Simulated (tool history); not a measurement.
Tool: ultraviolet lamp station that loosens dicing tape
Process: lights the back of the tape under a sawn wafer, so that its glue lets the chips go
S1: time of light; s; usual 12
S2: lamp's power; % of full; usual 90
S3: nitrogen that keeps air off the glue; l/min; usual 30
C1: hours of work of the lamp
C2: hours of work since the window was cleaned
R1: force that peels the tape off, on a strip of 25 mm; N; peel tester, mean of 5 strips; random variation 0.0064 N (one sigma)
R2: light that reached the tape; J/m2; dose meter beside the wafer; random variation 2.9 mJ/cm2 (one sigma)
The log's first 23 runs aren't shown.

run	hour	S1	S2	S3	C1	C2	R1	R2
24	1346.1	15	76	21	1339	49	0.364	3610
25	1389.1	9	78	15	1362	73	1.251	2170
26	1455.5	19	63	40	1398	109	0.241	3570
27	1493.1	13	61	40	1419	129	0.669	2360
28	1543.8	13	61	40	1447	157	0.65	2340
29	1624.9	6	89	25	1491	201	1.726	1520
30	1665.4	6	89	25	1513	223	1.784	1510
31	1738.2	8	90	17	1553	263	1.348	1940
32	1775.5	22	61	30	1573	284	0.303	3620
33	1828.4	9	97	50	1602	313	0.633	2300
# hour 1883.5: window cleaned of glue's vapour
34	1894.9	12	90	52	1638	6	0.273	3320
35	1956.2	12	90	52	1672	40	0.268	3260
# hour 2040.2: lamp changed
36	2043.4	12	80	16	2	87	0.465	3490
37	2113.7	12	64	18	40	125	0.757	2730
38	2193.1	12	61	18	83	169	0.873	2540
39	2270.1	12	97	30	126	211	0.243	3840

4 ways to go on from here, each from the tool as it stands after run 39. What would each give?
A	2358.1	6	97	20	174	259	?	?
B	2358.1	19	62	24	174	259	?	?
C	2358.1	21	69	22	174	259	?	?
D	2358.1	6	90	18	174	259	?	?

run	R1	R2
A	1.376	1900
B	0.306	3810
C	0.189	4680
D	1.583	1760
Without the tool's hidden state the same runs would have given:
run	R1	R2
A	1.021	2280
B	0.201	4570
C	0.133	5620
D	1.209	2110

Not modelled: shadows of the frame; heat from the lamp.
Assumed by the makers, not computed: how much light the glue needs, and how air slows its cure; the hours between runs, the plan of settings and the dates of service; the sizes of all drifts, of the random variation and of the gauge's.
